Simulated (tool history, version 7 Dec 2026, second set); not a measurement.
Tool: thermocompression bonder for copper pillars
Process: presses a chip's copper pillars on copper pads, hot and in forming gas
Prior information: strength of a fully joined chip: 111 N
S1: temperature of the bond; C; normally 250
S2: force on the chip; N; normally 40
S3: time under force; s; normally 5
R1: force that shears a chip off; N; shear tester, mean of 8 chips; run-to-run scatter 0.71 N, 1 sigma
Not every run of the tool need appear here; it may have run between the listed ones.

run,day,S1,S2,S3,R1
1,0.000,250,40,5,41.9
2,0.612,250,40,5,43.2
3,1.192,250,40,5,41.1
4,2.112,250,43,5,44.2
5,3.188,250,59,5,57.2
6,4.033,250,59,5,56.8
7,4.929,250,59,5,56.0
8,5.779,250,59,5,56.1
9,6.500,250,59,5,55.1
10,7.004,250,59,5,54.6
11,7.829,250,40,5,39.1
12,8.642,250,40,5,40.4
13,9.608,250,40,5,39.9
14,10.696,250,40,5,41.6
15,11.517,250,40,5,41.5
16,12.317,250,41,5,40.5
17,13.408,265,49,5,60.8
18,14.004,231,49,11,45.1
19,14.771,231,49,11,44.6
20,15.421,231,49,11,44.4
21,15.908,231,30,11,28.1
22,16.654,272,33,7,53.1
23,17.292,279,52,5,74.7
24,17.858,250,40,3,32.2
25,18.525,250,40,7,43.9
26,19.567,241,26,3,16.8
27,20.538,241,59,5,45.0
28,21.183,250,40,4,43.6
29,22.004,256,40,5,53.5

Withheld: 2 entries from between the runs. Position of each, and hidden state at the listed run before versus the listed run after:
In the gap between runs 13 and 14: forming gas filter changed (day 10.200)
  true temperature of the bond over the reading, C: -11 -> -11.4; force that reaches the chip, % of what is set: 98.6 -> 98.5; oxide that the forming gas leaves, % of the face: 5.14 -> 0.76
  difference, measured minus the result without the unlogged condition, R1: -11.3 -> -10.0 N
In the gap between runs 27 and 28: heater calibrated with a thermocouple chip (day 20.921)
  true temperature of the bond over the reading, C: -14.4 -> -0.8; oxide that the forming gas leaves, % of the face: 2.59 -> 2.69
  difference, measured minus the result without the unlogged condition, R1: -14.8 -> -2.5 N

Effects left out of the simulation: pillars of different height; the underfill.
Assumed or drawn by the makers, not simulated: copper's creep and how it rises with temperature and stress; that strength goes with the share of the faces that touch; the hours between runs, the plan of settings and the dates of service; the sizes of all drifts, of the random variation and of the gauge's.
